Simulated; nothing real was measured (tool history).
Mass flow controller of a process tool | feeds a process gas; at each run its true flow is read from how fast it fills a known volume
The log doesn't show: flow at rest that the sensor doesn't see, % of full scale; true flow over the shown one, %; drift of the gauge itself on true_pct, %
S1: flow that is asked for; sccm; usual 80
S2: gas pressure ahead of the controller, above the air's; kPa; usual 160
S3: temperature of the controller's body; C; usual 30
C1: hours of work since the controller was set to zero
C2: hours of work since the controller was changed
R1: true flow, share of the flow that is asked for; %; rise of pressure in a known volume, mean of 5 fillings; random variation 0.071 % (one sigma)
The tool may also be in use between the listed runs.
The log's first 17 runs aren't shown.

Run 18, hour 1450.9: usual settings but S3 28 C; C1 5883; C2 5883. Result: R1 99.75 %.
At hour 1538.5: controller exchanged for a calibrated one.
Run 19, hour 1559.9: usual settings but S3 28 C; C1 16; C2 16. Result: R1 99.69 %.
Run 20, hour 1643.7: usual settings but S3 28 C; C1 78; C2 78. Result: R1 99.66 %.
Run 21, hour 1760.7: usual settings but S3 26 C; C1 164; C2 164. Result: R1 99.65 %.
Run 22, hour 1851.0: usual settings but S3 37 C; C1 230; C2 230. Result: R1 100.02 %.
Run 23, hour 1975.9: usual settings but S3 37 C; C1 322; C2 322. Result: R1 100.04 %.
Run 24, hour 2044.1: usual settings but S3 37 C; C1 373; C2 373. Result: R1 99.93 %.
Run 25, hour 2174.1: usual settings but S1 26 sccm, S2 237 kPa, S3 22 C; C1 468; C2 468. Result: R1 99.90 %.
Run 26, hour 2278.0: usual settings but S1 70 sccm, S2 237 kPa, S3 21 C; C1 545; C2 545. Result: R1 99.90 %.
Run 27, hour 2385.7: usual settings but S1 70 sccm, S2 237 kPa, S3 34 C; C1 624; C2 624. Result: R1 100.58 %.
Run 28, hour 2511.2: usual settings but S1 70 sccm, S2 250 kPa, S3 24 C; C1 717; C2 717. Result: R1 100.10 %.
Run 29, hour 2578.4: usual settings but S1 24 sccm, S2 146 kPa, S3 24 C; C1 767; C2 767. Result: R1 99.31 %.

Run 30 comes next. What will it give?
Run 30, hour 2664.3: usual settings but S1 13 sccm, S2 180 kPa, S3 33 C; C1 830; C2 830. Result: R1 ?.

R1: 99.62 %
Without the tool's hidden state the same run would have given R1 99.62 %.

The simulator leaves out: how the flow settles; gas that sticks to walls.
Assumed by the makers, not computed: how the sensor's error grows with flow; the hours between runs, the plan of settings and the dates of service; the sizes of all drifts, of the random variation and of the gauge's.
